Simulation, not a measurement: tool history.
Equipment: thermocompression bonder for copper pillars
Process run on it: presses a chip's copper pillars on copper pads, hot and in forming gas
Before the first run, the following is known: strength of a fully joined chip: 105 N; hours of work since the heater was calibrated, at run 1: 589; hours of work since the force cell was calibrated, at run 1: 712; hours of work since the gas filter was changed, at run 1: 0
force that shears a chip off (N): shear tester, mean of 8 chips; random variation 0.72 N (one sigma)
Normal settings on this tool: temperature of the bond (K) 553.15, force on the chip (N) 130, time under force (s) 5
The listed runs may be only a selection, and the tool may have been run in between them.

run	hour	temperature of the bond (K)	force on the chip (N)	time under force (s)	hours of work since the heater was calibrated	hours of work since the force cell was calibrated	hours of work since the gas filter was changed	force that shears a chip off (N)
1	0	553.15	130	5	589	712	0	54.7
2	48.7	553.15	130	5	615	738	26	54.2
3	82.1	553.15	130	5	634	757	44	53
# hour 106.8: force cell calibrated
4	121.5	540.15	130	5	654	8	65	44.1
5	148.5	540.15	130	5	669	23	80	43.4
6	176.1	540.15	130	5	684	37	94	43.1
7	204.4	540.15	130	5	699	53	110	43.7
8	242.5	553.15	130	5	719	73	130	49.5
9	285.7	553.15	168	5	743	97	154	61.1
# hour 294.6: forming gas filter changed
10	311.5	553.15	168	5	757	110	9	65
11	345	553.15	168	5	775	129	27	63.8
12	390.2	553.15	116	5	799	153	52	45.7
13	439.6	553.15	116	5	826	180	78	44.7
14	467.6	553.15	116	5	841	195	94	45.8
15	512.8	553.15	116	5	865	219	118	45.9
16	541.5	565.15	186	6	881	235	134	75.9
17	568.3	535.15	85	3	895	249	148	20.2
# hour 587.4: forming gas filter changed
18	597.3	539.15	158	7	911	265	5	58.9
19	632.1	551.15	185	3	930	284	24	57.2
20	668.4	524.15	100	5	949	303	44	26.9
21	701.9	573.15	163	7	967	321	62	78.7
22	742.6	532.15	131	7	989	343	84	46.5
23	776.8	532.15	131	7	1008	362	102	45.3
24	801.3	532.15	131	15	1021	375	116	59
25	844.4	553.15	160	5	1045	398	139	59.2
# hour 879.9: forming gas filter changed
26	889.8	535.15	114	10	1069	423	5	48.9
27	912.9	528.15	109	3	1081	435	18	25.9

Across each entry between runs, compare the hidden state at the last listed run before it with the hidden state at the first listed run after it:
After run 3, before run 4: force cell calibrated (hour 106.8)
  true temperature of the bond over the reading, C: -1.8 -> -1.9; force that reaches the chip, % of what is set: 107.8 -> 100.5; oxide that the forming gas leaves, % of the face: 2.05 -> 2.7
  what was measured, less what the result would be without the hidden state, force that shears a chip off (N): +1.8 -> -1.7
After run 9, before run 10: forming gas filter changed (hour 294.6)
  force that reaches the chip, % of what is set: 101.4 -> 101.5; oxide that the forming gas leaves, % of the face: 5.67 -> 0.82
  what was measured, less what the result would be without the hidden state, force that shears a chip off (N): -3.8 -> -0.7
After run 17, before run 18: forming gas filter changed (hour 587.4)
  force that reaches the chip, % of what is set: 102.9 -> 103; oxide that the forming gas leaves, % of the face: 5.48 -> 0.69
  what was measured, less what the result would be without the hidden state, force that shears a chip off (N): -1.1 -> -0.1
After run 25, before run 26: forming gas filter changed (hour 879.9)
  true temperature of the bond over the reading, C: -2.8 -> -2.9; force that reaches the chip, % of what is set: 104.4 -> 104.6; oxide that the forming gas leaves, % of the face: 5.05 -> 0.68
  what was measured, less what the result would be without the hidden state, force that shears a chip off (N): -2.4 -> +0.3

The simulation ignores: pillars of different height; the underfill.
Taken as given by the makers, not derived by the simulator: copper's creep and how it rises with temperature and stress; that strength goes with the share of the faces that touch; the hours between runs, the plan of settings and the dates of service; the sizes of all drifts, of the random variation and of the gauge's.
